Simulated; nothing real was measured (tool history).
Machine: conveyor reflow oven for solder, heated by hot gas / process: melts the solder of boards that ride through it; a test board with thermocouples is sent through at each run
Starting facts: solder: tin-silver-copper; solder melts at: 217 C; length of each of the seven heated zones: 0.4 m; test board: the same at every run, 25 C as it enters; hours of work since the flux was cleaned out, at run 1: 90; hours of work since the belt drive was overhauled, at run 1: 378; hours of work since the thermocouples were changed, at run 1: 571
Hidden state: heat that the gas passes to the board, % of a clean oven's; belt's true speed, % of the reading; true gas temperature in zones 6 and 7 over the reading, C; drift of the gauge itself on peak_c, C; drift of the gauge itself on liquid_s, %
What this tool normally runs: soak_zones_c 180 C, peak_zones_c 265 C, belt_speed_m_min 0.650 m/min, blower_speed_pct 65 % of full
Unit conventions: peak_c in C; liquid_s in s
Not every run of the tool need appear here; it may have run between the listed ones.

run,hour,soak_zones_c,peak_zones_c,belt_speed_m_min,blower_speed_pct,hours of work since the flux was cleaned out,hours of work since the belt drive was overhauled,hours of work since the thermocouples were changed,peak_c,liquid_s
1,0.0,180,265,0.650,65,90,378,571,248.2,55.18
2,15.8,180,265,0.650,65,101,388,581,248.3,55.13
3,38.5,179,265,0.650,65,116,403,596,248.2,54.43
4,59.4,179,265,0.650,65,129,417,610,248.1,54.48
5,89.6,180,265,0.650,65,149,437,629,248.0,54.91
6,114.4,180,265,0.650,65,165,453,646,247.8,54.87
# hour 134.4: thermocouples of zones 6 and 7 changed
7,148.3,186,265,0.650,65,186,474,9,251.0,59.55
8,178.7,186,265,0.650,79,206,494,29,252.9,61.46
# hour 191.6: flux residue cleaned out of gas plates and filters
9,199.8,186,265,0.650,79,5,504,40,253.6,62.06
10,224.6,186,265,0.650,79,22,521,56,253.6,61.82
11,253.5,186,265,0.650,79,41,540,75,253.3,61.85
12,275.0,180,265,0.650,65,55,554,89,250.1,56.98
13,292.8,180,265,0.650,65,67,565,101,250.3,56.81
14,321.3,180,261,0.650,65,85,584,120,246.7,54.22
15,337.6,180,261,0.650,65,96,595,130,246.5,54.10
16,361.1,180,261,0.650,65,111,610,146,246.5,53.99
17,389.5,176,265,0.722,85,130,629,164,249.3,48.93
18,408.3,176,265,0.722,85,142,641,177,249.0,49.09
19,424.9,176,256,0.722,58,153,652,188,236.8,36.86
20,442.8,180,274,0.627,65,165,664,199,258.9,64.75
21,475.0,180,265,0.617,57,186,685,221,249.5,59.54
22,488.6,182,265,0.663,82,195,694,229,252.0,58.03
# hour 517.8: flux residue cleaned out of gas plates and filters
23,522.8,180,265,0.779,65,3,713,249,244.4,42.16
24,547.1,192,265,0.532,51,19,729,265,254.4,80.46
25,578.4,192,265,0.532,51,40,750,285,254.6,80.30
26,598.9,180,265,0.650,55,53,763,299,248.0,54.76
27,612.8,180,265,0.650,55,62,772,308,247.7,54.80

Predict the results of run 28:
28,643.8,180,265,0.650,55,83,793,328,?,?

Run 28 gave peak_c 248.0 C, liquid_s 54.70 s.
Had the tool carried no hidden state, the very same run would have given peak_c 248.5 C, liquid_s 53.98 s.

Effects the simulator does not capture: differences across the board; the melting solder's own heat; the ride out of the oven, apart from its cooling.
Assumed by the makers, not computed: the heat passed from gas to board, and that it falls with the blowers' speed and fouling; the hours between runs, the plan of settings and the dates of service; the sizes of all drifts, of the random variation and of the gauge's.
